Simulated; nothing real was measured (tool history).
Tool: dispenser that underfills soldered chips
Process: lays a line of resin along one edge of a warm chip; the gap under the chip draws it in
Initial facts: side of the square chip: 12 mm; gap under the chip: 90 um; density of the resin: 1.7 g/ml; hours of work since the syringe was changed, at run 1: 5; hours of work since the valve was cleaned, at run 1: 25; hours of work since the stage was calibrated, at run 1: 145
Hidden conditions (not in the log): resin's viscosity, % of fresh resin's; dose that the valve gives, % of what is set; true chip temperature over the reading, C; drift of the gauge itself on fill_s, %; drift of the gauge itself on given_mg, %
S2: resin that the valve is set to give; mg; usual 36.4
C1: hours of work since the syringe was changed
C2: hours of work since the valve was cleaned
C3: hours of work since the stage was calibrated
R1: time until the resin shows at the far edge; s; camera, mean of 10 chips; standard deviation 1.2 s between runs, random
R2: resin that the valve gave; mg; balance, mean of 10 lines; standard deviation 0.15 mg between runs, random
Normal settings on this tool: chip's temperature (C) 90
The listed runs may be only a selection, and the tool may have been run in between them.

run 1 hour=0.0 | chip's_temperature_(C)=90 S2=36.4 | C1=5 C2=25 C3=145 | R1=175.1 R2=35.54
-- hour=5.9 new syringe of resin
run 2 hour=6.6 | chip's_temperature_(C)=90 S2=36.4 | C1=1 C2=30 C3=150 | R1=125.2 R2=35.60
run 3 hour=12.8 | chip's_temperature_(C)=90 S2=37.2 | C1=5 C2=34 C3=154 | R1=170.6 R2=35.98
-- hour=18.2 new syringe of resin
run 4 hour=18.2 | chip's_temperature_(C)=90 S2=37.2 | C1=0 C2=38 C3=157 | R1=121.9 R2=35.98
run 5 hour=23.4 | chip's_temperature_(C)=90 S2=37.2 | C1=4 C2=41 C3=161 | R1=156.5 R2=35.86
run 6 hour=27.9 | chip's_temperature_(C)=90 S2=37.2 | C1=7 C2=44 C3=164 | R1=196.3 R2=35.63
-- hour=30.5 new syringe of resin
run 7 hour=34.0 | chip's_temperature_(C)=90 S2=37.2 | C1=2 C2=48 C3=168 | R1=145.8 R2=35.40
run 8 hour=39.3 | chip's_temperature_(C)=90 S2=37.2 | C1=6 C2=52 C3=172 | R1=189.0 R2=35.59
-- hour=42.9 new syringe of resin
run 9 hour=42.9 | chip's_temperature_(C)=90 S2=37.2 | C1=0 C2=54 C3=174 | R1=120.7 R2=35.31

Expected results for the next run?
run 10 hour=48.4 | chip's_temperature_(C)=90 S2=37.2 | C1=4 C2=58 C3=178 | R1=? R2=?

Run 10 yielded R1 157.8 s, R2 35.51 mg.
The same run, on a tool lacking any hidden state, would have yielded R1 118.8 s, R2 37.46 mg.
